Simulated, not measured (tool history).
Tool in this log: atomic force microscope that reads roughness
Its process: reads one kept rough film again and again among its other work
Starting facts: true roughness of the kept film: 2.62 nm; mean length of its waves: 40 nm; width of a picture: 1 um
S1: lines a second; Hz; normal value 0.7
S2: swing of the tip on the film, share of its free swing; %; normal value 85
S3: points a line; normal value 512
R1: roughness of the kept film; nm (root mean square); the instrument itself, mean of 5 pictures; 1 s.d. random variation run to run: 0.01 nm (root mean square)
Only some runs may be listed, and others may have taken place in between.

{"run": 1, "hour": 0.0, "S1": 0.7, "S2": 85, "S3": 512, "R1": 2.418}
{"run": 2, "hour": 33.5, "S1": 0.7, "S2": 85, "S3": 512, "R1": 2.396}
{"run": 3, "hour": 47.6, "S1": 0.7, "S2": 85, "S3": 512, "R1": 2.414}
{"run": 4, "hour": 82.8, "S1": 0.7, "S2": 85, "S3": 512, "R1": 2.426}
{"run": 5, "hour": 103.0, "S1": 0.7, "S2": 85, "S3": 287, "R1": 2.398}
{"run": 6, "hour": 121.0, "S1": 0.7, "S2": 85, "S3": 287, "R1": 2.411}
{"run": 7, "hour": 135.7, "S1": 0.7, "S2": 85, "S3": 287, "R1": 2.389}
{"run": 8, "hour": 157.5, "S1": 2.172, "S2": 85, "S3": 512, "R1": 2.229}
{"run": 9, "hour": 183.7, "S1": 2.172, "S2": 85, "S3": 512, "R1": 2.231}
{"run": 10, "hour": 208.8, "S1": 2.172, "S2": 85, "S3": 512, "R1": 2.259}
{"run": 11, "hour": 228.0, "S1": 0.7, "S2": 78, "S3": 512, "R1": 2.433}
{"run": 12, "hour": 249.2, "S1": 0.7, "S2": 78, "S3": 512, "R1": 2.464}
{"run": 13, "hour": 275.2, "S1": 0.7, "S2": 78, "S3": 512, "R1": 2.454}
{"run": 14, "hour": 299.1, "S1": 0.7, "S2": 63, "S3": 512, "R1": 2.483}
{"run": 15, "hour": 314.6, "S1": 0.7, "S2": 74, "S3": 512, "R1": 2.448}
{"run": 16, "hour": 334.1, "S1": 0.7, "S2": 74, "S3": 512, "R1": 2.455}
{"run": 17, "hour": 352.6, "S1": 0.7, "S2": 85, "S3": 512, "R1": 2.409}
{"run": 18, "hour": 373.4, "S1": 0.7, "S2": 85, "S3": 512, "R1": 2.401}
{"run": 19, "hour": 404.1, "S1": 0.7, "S2": 85, "S3": 512, "R1": 2.434}
{"run": 20, "hour": 425.2, "S1": 0.7, "S2": 85, "S3": 512, "R1": 2.418}
{"run": 21, "hour": 449.4, "S1": 0.7, "S2": 85, "S3": 512, "R1": 2.408}
{"run": 22, "hour": 478.5, "S1": 0.7, "S2": 85, "S3": 1022, "R1": 2.413}
{"run": 23, "hour": 507.7, "S1": 0.7, "S2": 85, "S3": 1022, "R1": 2.421}
{"run": 24, "hour": 528.1, "S1": 0.7, "S2": 85, "S3": 512, "R1": 2.401}
{"run": 25, "hour": 552.7, "S1": 1.202, "S2": 86, "S3": 316, "R1": 2.314}
{"run": 26, "hour": 567.8, "S1": 1.202, "S2": 86, "S3": 316, "R1": 2.332}
{"run": 27, "hour": 596.1, "S1": 0.67, "S2": 74, "S3": 816, "R1": 2.462}
{"run": 28, "hour": 623.4, "S1": 0.67, "S2": 74, "S3": 816, "R1": 2.454}
{"run": 29, "hour": 649.7, "S1": 3.819, "S2": 66, "S3": 918, "R1": 2.345}
{"run": 30, "hour": 679.9, "S1": 2.717, "S2": 78, "S3": 267, "R1": 2.271}
{"run": 31, "hour": 708.7, "S1": 2.717, "S2": 78, "S3": 267, "R1": 2.248}
{"run": 32, "hour": 732.0, "S1": 0.7, "S2": 76, "S3": 512, "R1": 2.444}
{"run": 33, "hour": 761.5, "S1": 0.7, "S2": 85, "S3": 347, "R1": 2.401}
{"run": 34, "hour": 776.2, "S1": 0.774, "S2": 85, "S3": 331, "R1": 2.378}
{"run": 35, "hour": 802.4, "S1": 0.774, "S2": 85, "S3": 331, "R1": 2.408}
{"run": 36, "hour": 829.8, "S1": 3.257, "S2": 85, "S3": 278, "R1": 2.13}
{"run": 37, "hour": 847.7, "S1": 0.658, "S2": 70, "S3": 539, "R1": 2.47}
{"run": 38, "hour": 862.7, "S1": 0.658, "S2": 80, "S3": 539, "R1": 2.436}
{"run": 39, "hour": 894.5, "S1": 0.658, "S2": 80, "S3": 539, "R1": 2.423}
{"run": 40, "hour": 909.0, "S1": 1.041, "S2": 85, "S3": 512, "R1": 2.37}
{"run": 41, "hour": 934.8, "S1": 1.041, "S2": 78, "S3": 805, "R1": 2.412}
{"run": 42, "hour": 949.5, "S1": 1.041, "S2": 78, "S3": 805, "R1": 2.418}
{"run": 43, "hour": 975.1, "S1": 1.323, "S2": 78, "S3": 770, "R1": 2.385}
{"run": 44, "hour": 994.5, "S1": 1.323, "S2": 78, "S3": 770, "R1": 2.388}
{"run": 45, "hour": 1026.9, "S1": 1.147, "S2": 85, "S3": 990, "R1": 2.369}
{"run": 46, "hour": 1053.7, "S1": 1.147, "S2": 85, "S3": 532, "R1": 2.339}
{"run": 47, "hour": 1083.1, "S1": 1.147, "S2": 85, "S3": 532, "R1": 2.357}

Removed from this log: 5 entries logged between the listed runs. Between which two listed runs does each belong, and how does the tool's hidden state at the listed run before it compare with that at the listed run after it?
Between runs 9 and 10: new tip fitted (hour 189.3)
  radius of the tip, nm: 7.4 -> 7
Between runs 18 and 19: new tip fitted (hour 392.8)
  radius of the tip, nm: 7.3 -> 7
Between runs 26 and 27: new tip fitted (hour 596.1)
  radius of the tip, nm: 7.3 -> 7
Between runs 34 and 35: new tip fitted (hour 798.8)
  radius of the tip, nm: 7.3 -> 7
Between runs 44 and 45: new tip fitted (hour 1003.3)
  radius of the tip, nm: 7.3 -> 7
